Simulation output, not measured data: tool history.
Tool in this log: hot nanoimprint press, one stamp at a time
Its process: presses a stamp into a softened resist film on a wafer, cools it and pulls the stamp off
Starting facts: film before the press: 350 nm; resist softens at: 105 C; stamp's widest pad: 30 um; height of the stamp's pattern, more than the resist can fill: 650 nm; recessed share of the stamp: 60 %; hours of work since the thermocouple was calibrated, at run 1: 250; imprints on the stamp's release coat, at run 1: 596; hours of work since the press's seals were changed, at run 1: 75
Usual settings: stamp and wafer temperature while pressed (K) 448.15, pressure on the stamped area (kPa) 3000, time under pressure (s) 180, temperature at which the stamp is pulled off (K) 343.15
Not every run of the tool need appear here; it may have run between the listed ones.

| run | hour | stamp and wafer temperature while pressed (K) | pressure on the stamped area (kPa) | time under pressure (s) | temperature at which the stamp is pulled off (K) | hours of work since the thermocouple was calibrated | imprints on the stamp's release coat | hours of work since the press's seals were changed | resist left under the stamp's widest pad (nm) | greatest force while the stamp is pulled off (N) |
|---|---|---|---|---|---|---|---|---|---|---|
| 1 | 0.0 | 448.15 | 3000 | 180 | 343.15 | 250 | 596 | 75 | 203.2 | 148 |
| 2 | 26.4 | 448.15 | 3000 | 180 | 343.15 | 262 | 642 | 87 | 203.1 | 154 |
| 3 | 50.8 | 448.15 | 3000 | 180 | 343.15 | 273 | 685 | 98 | 201.8 | 153 |
| 4 | 76.4 | 448.15 | 2260 | 180 | 343.15 | 284 | 729 | 109 | 226.6 | 152 |
| 5 | 92.0 | 448.15 | 2260 | 180 | 343.15 | 291 | 756 | 116 | 229.1 | 153 |
| 6 | 110.1 | 448.15 | 3990 | 180 | 343.15 | 299 | 788 | 125 | 176.4 | 156 |
| 7 | 125.0 | 448.15 | 3000 | 180 | 343.15 | 306 | 814 | 131 | 202.0 | 157 |
| 8 | 143.9 | 448.15 | 3040 | 180 | 343.15 | 315 | 847 | 140 | 200.4 | 163 |
| 9 | 168.2 | 438.15 | 3000 | 180 | 343.15 | 326 | 889 | 151 | 250.9 | 164 |
| 10 | 182.3 | 438.15 | 3000 | 180 | 343.15 | 332 | 914 | 157 | 250.8 | 161 |
| 11 | 201.8 | 448.15 | 3000 | 180 | 343.15 | 341 | 948 | 166 | 201.9 | 158 |
| 12 | 224.3 | 448.15 | 3000 | 180 | 343.15 | 351 | 987 | 176 | 200.5 | 167 |
| 13 | 248.0 | 448.15 | 3000 | 180 | 343.15 | 361 | 1028 | 187 | 202.8 | 163 |
| 14 | 268.6 | 448.15 | 3000 | 180 | 343.15 | 371 | 1064 | 196 | 202.6 | 167 |
| 15 | 290.6 | 448.15 | 3000 | 180 | 343.15 | 381 | 1103 | 206 | 202.2 | 170 |
| 16 | 301.5 | 451.15 | 3000 | 297 | 342.15 | 385 | 1122 | 211 | 158.5 | 164 |
| 17 | 320.3 | 451.15 | 2640 | 297 | 346.15 | 394 | 1154 | 219 | 170.8 | 167 |
| 18 | 335.9 | 448.15 | 3000 | 237 | 343.15 | 401 | 1182 | 226 | 185.6 | 175 |
| 19 | 355.9 | 448.15 | 3000 | 237 | 343.15 | 410 | 1216 | 235 | 183.7 | 171 |
| 20 | 373.4 | 448.15 | 3000 | 237 | 343.15 | 418 | 1247 | 243 | 184.0 | 174 |
| 21 | 391.1 | 451.15 | 3000 | 237 | 349.15 | 426 | 1278 | 251 | 170.8 | 161 |
| 22 | 404.2 | 451.15 | 1900 | 237 | 349.15 | 432 | 1301 | 257 | 210.8 | 162 |
| 23 | 427.4 | 456.15 | 2460 | 112 | 347.15 | 442 | 1341 | 267 | 212.1 | 171 |
| 24 | 446.9 | 456.15 | 2460 | 112 | 347.15 | 451 | 1375 | 276 | 210.3 | 160 |
| 25 | 472.2 | 456.15 | 2460 | 112 | 347.15 | 462 | 1419 | 287 | 212.2 | 166 |
| 26 | 484.2 | 449.15 | 3000 | 180 | 329.15 | 468 | 1440 | 293 | 194.8 | 225 |
|  | 493.3 | stamp cleaned and given a new release coat |
| 27 | 511.2 | 449.15 | 3000 | 180 | 329.15 | 477 | 31 | 302 | 195.0 | 156 |
| 28 | 524.2 | 446.15 | 3000 | 192 | 343.15 | 483 | 53 | 308 | 205.5 | 134 |
| 29 | 542.5 | 446.15 | 3000 | 192 | 343.15 | 491 | 85 | 316 | 204.5 | 126 |
| 30 | 566.0 | 446.15 | 3000 | 192 | 343.15 | 502 | 126 | 327 | 204.3 | 131 |

Pick out some run-to-run changes in resist left under the stamp's widest pad (nm). Of each, how much would a tool without hidden state show as well, from the settings, what came in and chance, and how much is left for the hidden state and any gauge scatter not in both results compared?
The hidden state here: true temperature over the reading, C; pressure that arrives at the usual setting, %; grip of the stamp's worn release coat, % over a new coat's; drift of the gauge itself on residual_nm, %; drift of the gauge itself on pull_off_n, %.
Run 5 -> 6: pressure on the stamped area (kPa) 2260 -> 3990. resist left under the stamp's widest pad (nm) -52.7: hidden state +0.0, all else -52.7.
Run 8 -> 9: stamp and wafer temperature while pressed (K) 448.15 -> 438.15, pressure on the stamped area (kPa) 3040 -> 3000. resist left under the stamp's widest pad (nm) +50.5: hidden state -0.5, all else +51.0.
Run 10 -> 11: stamp and wafer temperature while pressed (K) 438.15 -> 448.15. resist left under the stamp's widest pad (nm) -48.9: hidden state +0.3, all else -49.2.
Run 15 -> 16: stamp and wafer temperature while pressed (K) 448.15 -> 451.15, time under pressure (s) 180 -> 297, temperature at which the stamp is pulled off (K) 343.15 -> 342.15. resist left under the stamp's widest pad (nm) -43.7: hidden state +0.6, all else -44.3.
Run 25 -> 26: stamp and wafer temperature while pressed (K) 456.15 -> 449.15, pressure on the stamped area (kPa) 2460 -> 3000, time under pressure (s) 112 -> 180, temperature at which the stamp is pulled off (K) 347.15 -> 329.15. resist left under the stamp's widest pad (nm) -17.4: hidden state -0.5, all else -16.9.
